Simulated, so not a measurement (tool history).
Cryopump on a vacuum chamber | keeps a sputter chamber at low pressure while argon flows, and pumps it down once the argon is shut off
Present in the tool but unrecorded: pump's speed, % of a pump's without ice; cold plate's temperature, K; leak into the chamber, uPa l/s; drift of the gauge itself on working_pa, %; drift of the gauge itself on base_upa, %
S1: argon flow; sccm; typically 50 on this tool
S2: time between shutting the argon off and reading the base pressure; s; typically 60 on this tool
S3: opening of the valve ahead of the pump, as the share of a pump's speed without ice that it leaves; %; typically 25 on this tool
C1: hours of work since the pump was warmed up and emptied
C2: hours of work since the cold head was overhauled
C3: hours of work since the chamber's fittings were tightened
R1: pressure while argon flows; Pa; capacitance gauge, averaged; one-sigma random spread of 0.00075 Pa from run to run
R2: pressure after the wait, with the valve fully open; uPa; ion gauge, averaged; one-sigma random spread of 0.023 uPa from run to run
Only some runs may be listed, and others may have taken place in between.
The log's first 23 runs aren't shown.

run 24 hour=489.5 | S1=80 S2=198 S3=21 | C1=615 C2=615 C3=1012 | R1=0.2807 R2=1.21
run 25 hour=508.6 | S1=80 S2=198 S3=31 | C1=630 C2=630 C3=1027 | R1=0.1965 R2=1.28
run 26 hour=526.5 | S1=94 S2=77 S3=17 | C1=644 C2=644 C3=1041 | R1=0.4077 R2=1.57
run 27 hour=542.0 | S1=45 S2=31 S3=37 | C1=656 C2=656 C3=1054 | R1=0.0943 R2=2.20
run 28 hour=565.2 | S1=52 S2=60 S3=32 | C1=674 C2=674 C3=1072 | R1=0.1248 R2=1.71
run 29 hour=588.6 | S1=52 S2=60 S3=32 | C1=693 C2=693 C3=1090 | R1=0.1255 R2=1.82
run 30 hour=609.1 | S1=29 S2=21 S3=27 | C1=709 C2=709 C3=1107 | R1=0.0826 R2=2.95
run 31 hour=626.0 | S1=32 S2=111 S3=23 | C1=722 C2=722 C3=1120 | R1=0.1056 R2=1.47
run 32 hour=639.8 | S1=32 S2=111 S3=23 | C1=733 C2=733 C3=1131 | R1=0.1043 R2=1.57
run 33 hour=664.3 | S1=48 S2=111 S3=53 | C1=753 C2=753 C3=1150 | R1=0.0750 R2=1.60
run 34 hour=688.3 | S1=65 S2=260 S3=18 | C1=772 C2=772 C3=1169 | R1=0.2677 R2=1.37

Here are 4 independent what-if runs from the current tool condition. What would each one return?
run A hour=704.8 | S1=27 S2=190 S3=23 | C1=785 C2=785 C3=1182 | R1=? R2=?
run B hour=704.8 | S1=42 S2=40 S3=16 | C1=785 C2=785 C3=1182 | R1=? R2=?
run C hour=704.8 | S1=21 S2=22 S3=34 | C1=785 C2=785 C3=1182 | R1=? R2=?
run D hour=704.8 | S1=75 S2=60 S3=56 | C1=785 C2=785 C3=1182 | R1=? R2=?

run=A R1=0.0877 R2=1.46
run=B R1=0.1925 R2=2.16
run=C R1=0.0472 R2=2.85
run=D R1=0.1115 R2=1.87
With the hidden condition removed and each run's random variation left untouched, the same runs would have given:
run=A R1=0.0814 R2=0.32
run=B R1=0.1827 R2=1.04
run=C R1=0.0423 R2=1.74
run=D R1=0.0940 R2=0.73
